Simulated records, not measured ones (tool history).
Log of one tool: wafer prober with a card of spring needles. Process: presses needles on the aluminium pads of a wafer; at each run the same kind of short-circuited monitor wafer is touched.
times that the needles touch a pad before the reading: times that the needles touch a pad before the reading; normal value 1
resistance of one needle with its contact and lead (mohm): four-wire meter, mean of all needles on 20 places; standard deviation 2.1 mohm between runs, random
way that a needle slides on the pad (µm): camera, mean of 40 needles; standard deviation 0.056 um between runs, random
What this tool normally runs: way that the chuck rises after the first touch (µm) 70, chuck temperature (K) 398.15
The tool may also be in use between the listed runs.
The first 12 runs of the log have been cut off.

run,day,way that the chuck rises after the first touch (µm),chuck temperature (K),times that the needles touch a pad before the reading,touches since the tips were cleaned,cleanings since the card got new needles,touches since the first contact's height was set,resistance of one needle with its contact and lead (mohm),way that a needle slides on the pad (µm)
13,3.792,70,398.15,1,5604,15,146085,278,18.08
14,4.021,70,398.15,2,7612,15,148093,266,18.12
# day 4.192: tips cleaned on abrasive film
15,4.408,70,398.15,2,1890,16,151423,254,18.13
16,4.742,70,398.15,1,4781,16,154314,284,18.2
17,5.071,70,398.15,1,7672,16,157205,281,18.05
# day 5.233: tips cleaned on abrasive film
18,5.438,70,398.15,1,1808,17,160375,260,17.99
19,5.867,82,398.15,1,5534,17,164101,265,21.28
20,6.054,70,325.15,3,7159,17,165726,239,18.07
# day 6.271: tips cleaned on abrasive film
21,6.396,70,396.15,2,1059,18,168667,246,18.05
22,6.617,66,301.15,2,2991,18,170599,239,17.02
23,7.004,61,356.15,1,6390,18,173998,288,15.79
24,7.217,64,308.15,1,8227,18,175835,279,16.45
# day 7.304: tips cleaned on abrasive film
25,7.612,65,388.15,1,2664,19,179251,271,16.78
26,7.867,62,388.15,2,4897,19,181484,268,15.88
27,8.196,62,388.15,2,7760,19,184347,271,15.96
# day 8.358: tips cleaned on abrasive film
28,8.404,62,388.15,2,376,20,186125,247,15.9
29,8.617,82,301.15,3,2237,20,187986,219,21.19
30,8.942,82,301.15,3,5069,20,190818,222,21.12
31,9.183,74,301.15,3,7163,20,192912,233,18.92
# day 9.392: tips cleaned on abrasive film
32,9.588,58,398.15,1,1691,21,196414,273,14.81
33,9.825,78,310.15,2,3770,21,198493,226,20.04
34,10.021,78,310.15,2,5461,21,200184,239,20.01
35,10.3,78,310.15,1,7924,21,202647,257,20.08

What if the next run were any one of these 3? Each begins from the tool's condition after run 35:
# day 10.433: tips cleaned on abrasive film
A,10.517,70,339.15,1,729,22,204483,?,?
# day 10.433: tips cleaned on abrasive film
B,10.517,71,310.15,1,729,22,204483,?,?
# day 10.433: tips cleaned on abrasive film
C,10.517,71,310.15,2,729,22,204483,?,?

run,resistance of one needle with its contact and lead (mohm),way that a needle slides on the pad (µm)
A,232,18.01
B,232,18.18
C,224,18.11
With the hidden condition removed and each run's random variation left untouched, the same runs would have given:
run,resistance of one needle with its contact and lead (mohm),way that a needle slides on the pad (µm)
A,217,18.4
B,216,18.57
C,214,18.5
